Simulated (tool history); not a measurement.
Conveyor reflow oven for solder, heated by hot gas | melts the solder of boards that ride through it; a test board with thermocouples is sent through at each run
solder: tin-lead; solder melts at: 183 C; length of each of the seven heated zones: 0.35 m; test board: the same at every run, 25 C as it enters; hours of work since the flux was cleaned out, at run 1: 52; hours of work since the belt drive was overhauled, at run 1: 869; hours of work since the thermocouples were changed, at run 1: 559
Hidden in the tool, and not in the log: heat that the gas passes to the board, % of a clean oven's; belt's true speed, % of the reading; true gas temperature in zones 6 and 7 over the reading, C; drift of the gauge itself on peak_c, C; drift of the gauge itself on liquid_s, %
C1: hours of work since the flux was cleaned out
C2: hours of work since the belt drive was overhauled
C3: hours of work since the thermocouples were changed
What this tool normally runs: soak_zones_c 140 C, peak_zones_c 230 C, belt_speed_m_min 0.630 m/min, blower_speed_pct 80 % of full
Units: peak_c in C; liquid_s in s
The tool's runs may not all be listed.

run 1 hour=0.0 | soak_zones_c=140 peak_zones_c=230 belt_speed_m_min=0.630 blower_speed_pct=80 | C1=52 C2=869 C3=559 | peak_c=212.41 liquid_s=47.3
run 2 hour=28.2 | soak_zones_c=140 peak_zones_c=230 belt_speed_m_min=0.630 blower_speed_pct=80 | C1=67 C2=884 C3=575 | peak_c=212.47 liquid_s=47.0
run 3 hour=52.8 | soak_zones_c=140 peak_zones_c=230 belt_speed_m_min=0.630 blower_speed_pct=80 | C1=80 C2=898 C3=588 | peak_c=212.10 liquid_s=47.1
run 4 hour=70.1 | soak_zones_c=140 peak_zones_c=230 belt_speed_m_min=0.630 blower_speed_pct=80 | C1=90 C2=907 C3=597 | peak_c=212.28 liquid_s=47.2
run 5 hour=82.1 | soak_zones_c=140 peak_zones_c=230 belt_speed_m_min=0.630 blower_speed_pct=80 | C1=96 C2=913 C3=604 | peak_c=212.26 liquid_s=47.2
-- hour=98.6 belt drive overhauled, speed set with a stopwatch
run 6 hour=106.3 | soak_zones_c=140 peak_zones_c=230 belt_speed_m_min=0.630 blower_speed_pct=80 | C1=107 C2=4 C3=614 | peak_c=212.23 liquid_s=47.4
run 7 hour=130.1 | soak_zones_c=140 peak_zones_c=230 belt_speed_m_min=0.590 blower_speed_pct=80 | C1=120 C2=17 C3=627 | peak_c=214.40 liquid_s=53.0
-- hour=158.0 belt drive overhauled, speed set with a stopwatch, once more
run 8 hour=158.0 | soak_zones_c=140 peak_zones_c=230 belt_speed_m_min=0.630 blower_speed_pct=54 | C1=132 C2=0 C3=640 | peak_c=202.71 liquid_s=34.9
run 9 hour=184.0 | soak_zones_c=140 peak_zones_c=230 belt_speed_m_min=0.630 blower_speed_pct=54 | C1=146 C2=14 C3=654 | peak_c=202.70 liquid_s=34.8
run 10 hour=199.3 | soak_zones_c=140 peak_zones_c=230 belt_speed_m_min=0.630 blower_speed_pct=54 | C1=155 C2=22 C3=662 | peak_c=202.65 liquid_s=34.9
run 11 hour=225.7 | soak_zones_c=140 peak_zones_c=230 belt_speed_m_min=0.630 blower_speed_pct=80 | C1=169 C2=36 C3=676 | peak_c=211.29 liquid_s=45.3
run 12 hour=249.4 | soak_zones_c=140 peak_zones_c=241 belt_speed_m_min=0.630 blower_speed_pct=80 | C1=181 C2=49 C3=689 | peak_c=220.40 liquid_s=51.9
run 13 hour=263.3 | soak_zones_c=140 peak_zones_c=230 belt_speed_m_min=0.630 blower_speed_pct=79 | C1=189 C2=56 C3=696 | peak_c=211.18 liquid_s=45.0
run 14 hour=280.3 | soak_zones_c=140 peak_zones_c=230 belt_speed_m_min=0.630 blower_speed_pct=79 | C1=198 C2=66 C3=706 | peak_c=211.10 liquid_s=44.9
run 15 hour=292.8 | soak_zones_c=140 peak_zones_c=230 belt_speed_m_min=0.697 blower_speed_pct=80 | C1=205 C2=72 C3=712 | peak_c=207.70 liquid_s=37.4
run 16 hour=321.6 | soak_zones_c=140 peak_zones_c=230 belt_speed_m_min=0.697 blower_speed_pct=80 | C1=220 C2=88 C3=728 | peak_c=207.61 liquid_s=37.2
run 17 hour=344.7 | soak_zones_c=154 peak_zones_c=242 belt_speed_m_min=0.522 blower_speed_pct=80 | C1=233 C2=100 C3=740 | peak_c=229.82 liquid_s=74.9
run 18 hour=358.7 | soak_zones_c=154 peak_zones_c=242 belt_speed_m_min=0.522 blower_speed_pct=80 | C1=240 C2=108 C3=748 | peak_c=229.74 liquid_s=75.1
-- hour=372.7 flux residue cleaned out of gas plates and filters
run 19 hour=379.5 | soak_zones_c=140 peak_zones_c=230 belt_speed_m_min=0.726 blower_speed_pct=77 | C1=4 C2=116 C3=756 | peak_c=206.32 liquid_s=34.5
run 20 hour=394.1 | soak_zones_c=150 peak_zones_c=238 belt_speed_m_min=0.509 blower_speed_pct=81 | C1=11 C2=124 C3=764 | peak_c=227.40 liquid_s=74.1
run 21 hour=407.5 | soak_zones_c=150 peak_zones_c=237 belt_speed_m_min=0.688 blower_speed_pct=81 | C1=19 C2=131 C3=771 | peak_c=217.39 liquid_s=48.7
run 22 hour=419.3 | soak_zones_c=151 peak_zones_c=229 belt_speed_m_min=0.620 blower_speed_pct=89 | C1=25 C2=137 C3=777 | peak_c=216.19 liquid_s=54.6
run 23 hour=442.1 | soak_zones_c=151 peak_zones_c=229 belt_speed_m_min=0.620 blower_speed_pct=89 | C1=37 C2=150 C3=790 | peak_c=216.18 liquid_s=54.5

4 ways to go on from here, each from the tool as it stands after run 23. What would each give?
run A hour=454.2 | soak_zones_c=127 peak_zones_c=231 belt_speed_m_min=0.630 blower_speed_pct=80 | C1=44 C2=156 C3=796 | peak_c=? liquid_s=?
run B hour=454.2 | soak_zones_c=140 peak_zones_c=230 belt_speed_m_min=0.546 blower_speed_pct=82 | C1=44 C2=156 C3=796 | peak_c=? liquid_s=?
run C hour=454.2 | soak_zones_c=126 peak_zones_c=230 belt_speed_m_min=0.533 blower_speed_pct=58 | C1=44 C2=156 C3=796 | peak_c=? liquid_s=?
run D hour=454.2 | soak_zones_c=151 peak_zones_c=235 belt_speed_m_min=0.620 blower_speed_pct=89 | C1=44 C2=156 C3=796 | peak_c=? liquid_s=?

run=A peak_c=210.34 liquid_s=40.7
run=B peak_c=217.11 liquid_s=58.6
run=C peak_c=208.44 liquid_s=45.7
run=D peak_c=221.27 liquid_s=57.4
With the hidden condition removed and each run's random variation left untouched, the same runs would have given:
run=A peak_c=209.01 liquid_s=39.4
run=B peak_c=215.61 liquid_s=57.3
run=C peak_c=206.99 liquid_s=44.0
run=D peak_c=219.84 liquid_s=56.3

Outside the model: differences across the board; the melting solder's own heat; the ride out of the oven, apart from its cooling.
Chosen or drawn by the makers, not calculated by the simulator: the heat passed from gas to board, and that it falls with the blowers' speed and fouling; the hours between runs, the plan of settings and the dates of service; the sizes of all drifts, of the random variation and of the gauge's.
